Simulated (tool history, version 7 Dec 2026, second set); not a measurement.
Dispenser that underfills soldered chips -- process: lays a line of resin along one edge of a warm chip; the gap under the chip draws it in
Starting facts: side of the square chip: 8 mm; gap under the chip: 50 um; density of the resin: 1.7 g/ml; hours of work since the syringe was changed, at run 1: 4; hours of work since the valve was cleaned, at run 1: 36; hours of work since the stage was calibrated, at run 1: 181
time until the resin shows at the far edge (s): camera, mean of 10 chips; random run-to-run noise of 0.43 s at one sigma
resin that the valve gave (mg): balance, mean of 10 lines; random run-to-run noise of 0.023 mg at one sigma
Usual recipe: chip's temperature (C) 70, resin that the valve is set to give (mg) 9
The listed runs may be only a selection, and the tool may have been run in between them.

| run | hour | chip's temperature (C) | resin that the valve is set to give (mg) | hours of work since the syringe was changed | hours of work since the valve was cleaned | hours of work since the stage was calibrated | time until the resin shows at the far edge (s) | resin that the valve gave (mg) |
|---|---|---|---|---|---|---|---|---|
| 1 | 0 | 70 | 9 | 4 | 36 | 181 | 35 | 8.89 |
| 2 | 9.8 | 61 | 9 | 11 | 42 | 187 | 69.9 | 8.86 |
|  | 11.7 | new syringe of resin |
| 3 | 17.4 | 61 | 9 | 4 | 47 | 192 | 52 | 8.86 |
| 4 | 28.3 | 61 | 9 | 11 | 55 | 200 | 69.5 | 8.79 |
|  | 29.2 | new syringe of resin |
|  | 30.2 | dispensing valve cleaned and set on the balance |
| 5 | 36.3 | 61 | 9 | 4 | 4 | 204 | 51.4 | 8.97 |
| 6 | 40.8 | 61 | 9 | 7 | 7 | 207 | 58.7 | 8.96 |
| 7 | 46.3 | 61 | 9 | 11 | 11 | 211 | 68.8 | 8.98 |
|  | 48.2 | new syringe of resin |
| 8 | 54.2 | 57 | 9 | 4 | 16 | 216 | 62.5 | 8.94 |
| 9 | 63.3 | 57 | 9 | 10 | 22 | 222 | 81 | 8.94 |
|  | 65.9 | new syringe of resin |
| 10 | 68.6 | 57 | 9 | 2 | 26 | 226 | 58 | 8.87 |
| 11 | 78.1 | 57 | 9 | 8 | 32 | 232 | 73.5 | 8.88 |
|  | 83.2 | new syringe of resin |
| 12 | 86.4 | 57 | 9 | 2 | 38 | 238 | 56 | 8.85 |
| 13 | 90.8 | 70 | 9 | 5 | 41 | 241 | 36.2 | 8.83 |
| 14 | 95.4 | 70 | 9 | 8 | 44 | 244 | 40.7 | 8.85 |
|  | 101.2 | new syringe of resin |
| 15 | 102.1 | 70 | 8.72 | 1 | 48 | 248 | 30.3 | 8.54 |
| 16 | 110.7 | 70 | 8.72 | 6 | 54 | 254 | 38.5 | 8.56 |
|  | 113.4 | dispensing valve cleaned and set on the balance |
| 17 | 116.5 | 70 | 8.72 | 10 | 2 | 257 | 43.8 | 8.7 |
|  | 120.1 | new syringe of resin |
| 18 | 124.1 | 60 | 8.72 | 3 | 7 | 262 | 49.3 | 8.69 |
| 19 | 129 | 81 | 10.05 | 6 | 10 | 265 | 23.5 | 10.01 |
| 20 | 135.7 | 58 | 10.76 | 11 | 15 | 270 | 74.3 | 10.66 |
|  | 137.6 | new syringe of resin |
| 21 | 141.8 | 70 | 7.62 | 3 | 19 | 274 | 33.8 | 7.56 |
| 22 | 151.2 | 70 | 7.62 | 9 | 25 | 280 | 43.4 | 7.54 |
|  | 155.1 | new syringe of resin |
| 23 | 160.9 | 61 | 11.32 | 4 | 32 | 287 | 49.2 | 11.18 |
| 24 | 167.3 | 61 | 8.4 | 8 | 36 | 291 | 59.9 | 8.26 |
|  | 173.3 | new syringe of resin |
| 25 | 174.9 | 61 | 8.4 | 1 | 41 | 296 | 43.2 | 8.25 |
| 26 | 185.7 | 61 | 8.4 | 8 | 48 | 303 | 62.1 | 8.22 |

Forecast each of these 5 alternatives for the next run:
|  | 191.1 | new syringe of resin |
| A | 194.1 | 82 | 11.63 | 2 | 54 | 309 | ? | ? |
|  | 191.1 | new syringe of resin |
| B | 194.1 | 78 | 8.4 | 2 | 54 | 309 | ? | ? |
|  | 191.1 | new syringe of resin |
| C | 194.1 | 71 | 8.4 | 2 | 54 | 309 | ? | ? |
|  | 191.1 | new syringe of resin |
| D | 194.1 | 64 | 7.77 | 2 | 54 | 309 | ? | ? |
|  | 191.1 | new syringe of resin |
| E | 194.1 | 67 | 11.11 | 2 | 54 | 309 | ? | ? |

| run | time until the resin shows at the far edge (s) | resin that the valve gave (mg) |
|---|---|---|
| A | 18.4 | 11.36 |
| B | 23 | 8.25 |
| C | 30.3 | 8.22 |
| D | 41.2 | 7.62 |
| E | 35.2 | 10.9 |
Without the tool's unlogged condition, the same runs would have read:
| run | time until the resin shows at the far edge (s) | resin that the valve gave (mg) |
|---|---|---|
| A | 17.9 | 11.61 |
| B | 22.3 | 8.43 |
| C | 29.5 | 8.4 |
| D | 40.1 | 7.79 |
| E | 34.4 | 11.14 |

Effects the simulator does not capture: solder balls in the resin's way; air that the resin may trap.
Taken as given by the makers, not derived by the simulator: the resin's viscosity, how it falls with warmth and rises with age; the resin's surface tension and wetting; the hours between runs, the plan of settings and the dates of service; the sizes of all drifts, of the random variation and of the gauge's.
